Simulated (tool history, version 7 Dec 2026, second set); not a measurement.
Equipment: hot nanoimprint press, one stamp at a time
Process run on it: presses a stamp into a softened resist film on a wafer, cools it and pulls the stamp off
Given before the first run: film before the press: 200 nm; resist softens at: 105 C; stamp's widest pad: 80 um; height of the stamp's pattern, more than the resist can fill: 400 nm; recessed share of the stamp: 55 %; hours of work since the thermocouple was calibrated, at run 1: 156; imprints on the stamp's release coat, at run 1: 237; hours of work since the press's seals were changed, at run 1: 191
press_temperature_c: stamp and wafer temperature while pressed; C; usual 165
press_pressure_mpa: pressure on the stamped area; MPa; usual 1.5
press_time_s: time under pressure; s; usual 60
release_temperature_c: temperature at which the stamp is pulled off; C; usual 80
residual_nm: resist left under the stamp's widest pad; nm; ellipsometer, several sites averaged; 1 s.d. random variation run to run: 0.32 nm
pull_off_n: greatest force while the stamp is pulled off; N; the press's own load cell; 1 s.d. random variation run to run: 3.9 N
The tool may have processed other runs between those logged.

run	hour	press_temperature_c	press_pressure_mpa	press_time_s	release_temperature_c	hours of work since the thermocouple was calibrated	imprints on the stamp's release coat	hours of work since the press's seals were changed	residual_nm	pull_off_n
1	0	165	1.5	60	80	156	237	191	79.8	212
2	36.1	165	1.5	60	80	172	351	207	80.1	238
3	75	165	1.5	60	80	189	473	224	80	244
# hour 91.4: stamp cleaned and given a new release coat
4	113.6	165	0.91	60	80	203	70	238	105.6	198
5	162	165	1.5	60	71	224	223	259	81.2	263
6	215.4	165	1.5	60	80	247	391	283	80.7	232
# hour 238.6: plate thermocouple calibrated
7	249.6	165	1.5	60	87	5	489	296	78.1	192
# hour 263.1: stamp cleaned and given a new release coat
8	308	165	1.5	60	87	28	142	319	78.9	170
9	351.1	157	1.5	60	87	47	278	338	111.3	179
10	406.5	165	1.16	60	80	71	452	362	91.5	231
# hour 430.4: stamp cleaned and given a new release coat
11	444.8	171	1.5	60	80	85	45	376	61.5	194
12	489.6	164	1.5	60	80	105	186	396	82.3	207
13	524.2	164	1.5	60	80	120	295	411	83.2	217
14	559.8	165	1.5	119	80	135	407	427	62.9	227
# hour 597.1: stamp cleaned and given a new release coat
15	612.8	165	1.5	119	80	156	49	447	63.1	194
16	642.6	165	1.5	119	80	169	143	460	63.5	197
17	667.2	164	1.34	119	80	180	221	471	70.1	208
18	694.2	157	1.5	60	67	192	306	483	112.5	301
19	719.3	163	1.82	48	80	203	385	494	85	225
# hour 766.6: stamp cleaned and given a new release coat
20	775.5	155	1.53	37	80	225	28	516	137.6	202
21	816.4	173	1.5	60	80	243	157	534	57.5	199
# hour 851.7: plate thermocouple calibrated
22	872.6	173	1.5	60	80	9	325	557	57.6	214
23	923.3	165	1.25	37	80	31	485	579	103.5	236
# hour 939.7: stamp cleaned and given a new release coat
24	970.8	165	1.25	37	80	50	98	598	102.3	195
25	1001.5	165	1.25	37	80	63	194	611	103.2	207
26	1030.9	165	1.25	37	80	76	287	624	103.3	213
27	1056.8	165	1.5	57	68	87	369	635	81.4	304
# hour 1106.5: stamp cleaned and given a new release coat
28	1116.6	165	1.5	57	68	111	32	659	81.7	252
29	1148.2	165	1.24	60	72	125	132	673	89.4	255

Below, each run's measurement less what the same run would have read without the hidden state. Both values contain the same run-to-run variation, but the gauge's scatter may not be the same in both:
What the log doesn't record here: true temperature over the reading, C; pressure that arrives at the usual setting, %; grip of the stamp's worn release coat, % over a new coat's; drift of the gauge itself on residual_nm, %; drift of the gauge itself on pull_off_n, %.
run	residual_nm	pull_off_n
1	+2.7	+24
2	+2.8	+37
3	+3	+49
4	+3.3	+10
5	+3.3	+28
6	+3.5	+40
7	+1.1	+36
8	+1.4	+11
9	+1.9	+21
10	+1.6	+42
11	+1.5	+5
12	+2.1	+17
13	+2.3	+28
14	+1.9	+38
15	+2.1	+6
16	+2.2	+14
17	+2.3	+21
18	+3.6	+40
19	+3.4	+36
20	+4.1	+5
21	+2.3	+16
22	+1.5	+29
23	+2.3	+45
24	+2.5	+9
25	+2.7	+18
26	+2.8	+27
27	+2.9	+47
28	+3	+5
29	+3	+16

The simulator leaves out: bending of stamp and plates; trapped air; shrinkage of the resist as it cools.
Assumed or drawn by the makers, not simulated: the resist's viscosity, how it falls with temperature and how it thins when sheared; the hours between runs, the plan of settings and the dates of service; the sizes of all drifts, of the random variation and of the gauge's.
